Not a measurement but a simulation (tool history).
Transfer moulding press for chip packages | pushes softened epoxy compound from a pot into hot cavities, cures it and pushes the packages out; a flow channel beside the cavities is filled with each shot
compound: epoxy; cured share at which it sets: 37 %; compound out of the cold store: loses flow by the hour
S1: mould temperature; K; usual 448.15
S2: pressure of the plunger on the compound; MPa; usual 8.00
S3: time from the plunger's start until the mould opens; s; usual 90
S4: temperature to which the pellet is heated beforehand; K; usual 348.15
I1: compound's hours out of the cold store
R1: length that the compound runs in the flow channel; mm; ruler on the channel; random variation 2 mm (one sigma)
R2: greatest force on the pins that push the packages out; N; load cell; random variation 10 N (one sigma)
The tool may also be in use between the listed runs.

{"run": 1, "hour": 0.0, "S1": 448.15, "S2": 8.0, "S3": 90, "S4": 348.15, "I1": 16.1, "R1": 583, "R2": 689}
{"run": 2, "hour": 26.8, "S1": 453.15, "S2": 8.0, "S3": 90, "S4": 348.15, "I1": 34.0, "R1": 528, "R2": 880}
{"hour": 52.9, "done": "cavities cleaned with cleaning compound and waxed"}
{"run": 3, "hour": 53.5, "S1": 453.15, "S2": 8.0, "S3": 90, "S4": 348.15, "I1": 32.4, "R1": 533, "R2": 464}
{"run": 4, "hour": 95.7, "S1": 453.15, "S2": 8.0, "S3": 90, "S4": 348.15, "I1": 37.0, "R1": 518, "R2": 915}
{"hour": 116.4, "done": "cavities cleaned with cleaning compound and waxed"}
{"run": 5, "hour": 137.0, "S1": 453.15, "S2": 8.0, "S3": 90, "S4": 348.15, "I1": 33.1, "R1": 519, "R2": 829}
{"hour": 160.0, "done": "mould's thermocouples calibrated"}
{"run": 6, "hour": 174.9, "S1": 453.15, "S2": 9.45, "S3": 90, "S4": 348.15, "I1": 8.9, "R1": 618, "R2": 1016}
{"hour": 181.8, "done": "cavities cleaned with cleaning compound and waxed"}
{"run": 7, "hour": 194.8, "S1": 453.15, "S2": 9.45, "S3": 127, "S4": 348.15, "I1": 37.0, "R1": 546, "R2": 655}
{"run": 8, "hour": 230.0, "S1": 448.15, "S2": 8.0, "S3": 90, "S4": 348.15, "I1": 15.3, "R1": 560, "R2": 1014}
{"hour": 246.2, "done": "cavities cleaned with cleaning compound and waxed"}
{"run": 9, "hour": 257.9, "S1": 448.15, "S2": 8.0, "S3": 90, "S4": 348.15, "I1": 35.4, "R1": 509, "R2": 714}
{"hour": 281.2, "done": "plunger's sealing rings changed"}
{"run": 10, "hour": 281.2, "S1": 448.15, "S2": 8.0, "S3": 90, "S4": 348.15, "I1": 30.9, "R1": 565, "R2": 918}
{"hour": 313.1, "done": "cavities cleaned with cleaning compound and waxed"}
{"run": 11, "hour": 314.8, "S1": 452.15, "S2": 8.0, "S3": 90, "S4": 348.15, "I1": 35.9, "R1": 535, "R2": 516}
{"run": 12, "hour": 350.3, "S1": 452.15, "S2": 8.0, "S3": 90, "S4": 348.15, "I1": 24.2, "R1": 559, "R2": 902}
{"hour": 377.3, "done": "cavities cleaned with cleaning compound and waxed"}
{"run": 13, "hour": 390.7, "S1": 452.15, "S2": 8.0, "S3": 90, "S4": 348.15, "I1": 44.9, "R1": 515, "R2": 718}
{"run": 14, "hour": 412.6, "S1": 452.15, "S2": 8.0, "S3": 90, "S4": 348.15, "I1": 12.9, "R1": 579, "R2": 896}
{"hour": 441.8, "done": "cavities cleaned with cleaning compound and waxed"}
{"run": 15, "hour": 441.8, "S1": 451.15, "S2": 8.73, "S3": 90, "S4": 348.15, "I1": 19.2, "R1": 588, "R2": 470}
{"run": 16, "hour": 462.6, "S1": 448.15, "S2": 8.0, "S3": 102, "S4": 348.15, "I1": 21.4, "R1": 565, "R2": 787}
{"hour": 504.6, "done": "cavities cleaned with cleaning compound and waxed"}
{"run": 17, "hour": 507.6, "S1": 450.15, "S2": 8.05, "S3": 102, "S4": 352.15, "I1": 11.4, "R1": 578, "R2": 541}
{"run": 18, "hour": 542.5, "S1": 450.15, "S2": 8.05, "S3": 102, "S4": 352.15, "I1": 37.8, "R1": 516, "R2": 917}
{"hour": 568.0, "done": "cavities cleaned with cleaning compound and waxed"}
{"run": 19, "hour": 587.0, "S1": 450.15, "S2": 8.05, "S3": 102, "S4": 352.15, "I1": 15.9, "R1": 560, "R2": 786}
{"run": 20, "hour": 625.7, "S1": 446.15, "S2": 8.2, "S3": 102, "S4": 352.15, "I1": 40.8, "R1": 513, "R2": 1012}

Forecast run 21:
{"hour": 630.9, "done": "cavities cleaned with cleaning compound and waxed"}
{"run": 21, "hour": 657.4, "S1": 441.15, "S2": 6.07, "S3": 78, "S4": 349.15, "I1": 14.5, "R1": "?", "R2": "?"}

R1: 504 mm
R2: 1695 N
Without the tool's hidden state the same run would have given R1 544 mm, R2 883 N.
